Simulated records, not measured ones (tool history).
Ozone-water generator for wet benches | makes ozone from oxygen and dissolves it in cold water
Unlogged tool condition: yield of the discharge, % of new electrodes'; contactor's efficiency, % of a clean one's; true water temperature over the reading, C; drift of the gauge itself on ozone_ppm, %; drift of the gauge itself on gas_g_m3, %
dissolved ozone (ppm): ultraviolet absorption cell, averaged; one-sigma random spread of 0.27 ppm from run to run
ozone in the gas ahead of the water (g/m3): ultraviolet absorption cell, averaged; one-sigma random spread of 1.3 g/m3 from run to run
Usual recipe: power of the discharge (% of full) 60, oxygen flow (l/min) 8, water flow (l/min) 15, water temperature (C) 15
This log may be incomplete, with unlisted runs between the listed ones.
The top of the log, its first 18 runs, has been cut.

| run | hour | power of the discharge (% of full) | oxygen flow (l/min) | water flow (l/min) | water temperature (C) | hours of work since the electrodes were changed | hours of work since the contactor was cleaned | hours of work since the thermometer was calibrated | dissolved ozone (ppm) | ozone in the gas ahead of the water (g/m3) |
|---|---|---|---|---|---|---|---|---|---|---|
| 19 | 1842.6 | 76 | 7.5 | 23 | 13 | 2105 | 432 | 3612 | 37.5 | 288.8 |
| 20 | 1948.3 | 76 | 7.5 | 23 | 13 | 2208 | 535 | 3715 | 37.9 | 289.2 |
| 21 | 2045.1 | 60 | 8 | 15 | 8 | 2302 | 629 | 3809 | 46.6 | 237.3 |
| 22 | 2156.4 | 68 | 4.73 | 18 | 15 | 2411 | 738 | 3917 | 39.5 | 336.8 |
| 23 | 2228.9 | 68 | 4.73 | 18 | 15 | 2481 | 808 | 3988 | 39.2 | 334 |
| 24 | 2354.8 | 66 | 10.55 | 22 | 15 | 2604 | 931 | 4111 | 34.4 | 223.9 |
| 25 | 2425.4 | 46 | 7.13 | 13 | 11 | 2673 | 1000 | 4179 | 40.4 | 211.1 |
| 26 | 2516.2 | 46 | 7.13 | 13 | 11 | 2761 | 1088 | 4268 | 40.2 | 211.1 |
| 27 | 2649.9 | 46 | 7.13 | 13 | 11 | 2891 | 1218 | 4398 | 40.7 | 209.4 |
| 28 | 2739.6 | 46 | 7.13 | 13 | 11 | 2979 | 1306 | 4485 | 40.6 | 208.7 |
| 29 | 2867.2 | 46 | 7.13 | 13 | 11 | 3103 | 1430 | 4610 | 40.2 | 210.4 |

For run 30, what comes out?
|  | 2912.5 | water thermometer calibrated |
| 30 | 3007.7 | 46 | 9.84 | 16 | 11 | 3239 | 1566 | 93 | ? | ? |

Logged for run 30: dissolved ozone (ppm) 34.8, ozone in the gas ahead of the water (g/m3) 180.1.
Were there no unlogged condition in the tool, this run, its random variation unchanged, would have produced dissolved ozone (ppm) 34.8, ozone in the gas ahead of the water (g/m3) 180.3.
